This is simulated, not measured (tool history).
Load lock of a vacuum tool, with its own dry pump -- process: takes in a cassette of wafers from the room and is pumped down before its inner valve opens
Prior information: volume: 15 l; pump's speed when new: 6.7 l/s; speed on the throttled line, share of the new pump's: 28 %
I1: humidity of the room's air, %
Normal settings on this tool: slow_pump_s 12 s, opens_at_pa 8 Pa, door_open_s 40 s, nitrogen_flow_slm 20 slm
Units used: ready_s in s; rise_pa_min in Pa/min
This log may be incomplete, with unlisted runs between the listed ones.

run 1 hour=0 | slow_pump_s=12 opens_at_pa=8 door_open_s=40 nitrogen_flow_slm=20 | I1=42.9 | ready_s=30.7 rise_pa_min=0.066
run 2 hour=113.6 | slow_pump_s=16 opens_at_pa=8 door_open_s=40 nitrogen_flow_slm=20 | I1=46.1 | ready_s=33.9 rise_pa_min=0.069
run 3 hour=220.1 | slow_pump_s=16 opens_at_pa=8 door_open_s=40 nitrogen_flow_slm=20 | I1=44.9 | ready_s=33.1 rise_pa_min=0.073
run 4 hour=288.4 | slow_pump_s=16 opens_at_pa=8 door_open_s=40 nitrogen_flow_slm=20 | I1=45.7 | ready_s=33.9 rise_pa_min=0.068
run 5 hour=389.3 | slow_pump_s=16 opens_at_pa=8 door_open_s=40 nitrogen_flow_slm=20 | I1=42.4 | ready_s=33.9 rise_pa_min=0.073
run 6 hour=498.7 | slow_pump_s=16 opens_at_pa=8 door_open_s=40 nitrogen_flow_slm=20 | I1=43.5 | ready_s=33.1 rise_pa_min=0.067
run 7 hour=562 | slow_pump_s=16 opens_at_pa=8 door_open_s=40 nitrogen_flow_slm=20 | I1=45.9 | ready_s=33.3 rise_pa_min=0.076
run 8 hour=661.1 | slow_pump_s=12 opens_at_pa=8 door_open_s=107 nitrogen_flow_slm=20 | I1=44.8 | ready_s=31 rise_pa_min=0.101
run 9 hour=716.4 | slow_pump_s=12 opens_at_pa=8 door_open_s=107 nitrogen_flow_slm=20 | I1=49.8 | ready_s=30.5 rise_pa_min=0.116
run 10 hour=804.5 | slow_pump_s=12 opens_at_pa=8 door_open_s=107 nitrogen_flow_slm=20 | I1=46.4 | ready_s=30.7 rise_pa_min=0.107
run 11 hour=924.6 | slow_pump_s=12 opens_at_pa=8 door_open_s=107 nitrogen_flow_slm=20 | I1=42.4 | ready_s=31.2 rise_pa_min=0.108
run 12 hour=1045.2 | slow_pump_s=12 opens_at_pa=8 door_open_s=40 nitrogen_flow_slm=20 | I1=50.1 | ready_s=31.1 rise_pa_min=0.09
run 13 hour=1101.6 | slow_pump_s=12 opens_at_pa=8 door_open_s=40 nitrogen_flow_slm=20 | I1=44.5 | ready_s=30.7 rise_pa_min=0.083
run 14 hour=1195.7 | slow_pump_s=12 opens_at_pa=8 door_open_s=40 nitrogen_flow_slm=20 | I1=45.8 | ready_s=30.9 rise_pa_min=0.085
run 15 hour=1304.8 | slow_pump_s=12 opens_at_pa=8 door_open_s=40 nitrogen_flow_slm=20 | I1=44.3 | ready_s=30.6 rise_pa_min=0.088
run 16 hour=1424.8 | slow_pump_s=12 opens_at_pa=8 door_open_s=40 nitrogen_flow_slm=20 | I1=46.1 | ready_s=31 rise_pa_min=0.089
run 17 hour=1529.3 | slow_pump_s=12 opens_at_pa=15 door_open_s=40 nitrogen_flow_slm=20 | I1=46.9 | ready_s=29.4 rise_pa_min=0.095
run 18 hour=1595.6 | slow_pump_s=12 opens_at_pa=15 door_open_s=40 nitrogen_flow_slm=20 | I1=43.1 | ready_s=29.4 rise_pa_min=0.091
run 19 hour=1663.9 | slow_pump_s=17 opens_at_pa=15 door_open_s=40 nitrogen_flow_slm=19 | I1=43.7 | ready_s=33 rise_pa_min=0.093

What does the tool deliver on the next run?
run 20 hour=1795.9 | slow_pump_s=12 opens_at_pa=15 door_open_s=199 nitrogen_flow_slm=19 | I1=43.2 | ready_s=? rise_pa_min=?

Run 20 yielded ready_s 29.8 s, rise_pa_min 0.151 Pa/min.
The same run, on a tool lacking any hidden state, would have yielded ready_s 28.9 s, rise_pa_min 0.089 Pa/min.

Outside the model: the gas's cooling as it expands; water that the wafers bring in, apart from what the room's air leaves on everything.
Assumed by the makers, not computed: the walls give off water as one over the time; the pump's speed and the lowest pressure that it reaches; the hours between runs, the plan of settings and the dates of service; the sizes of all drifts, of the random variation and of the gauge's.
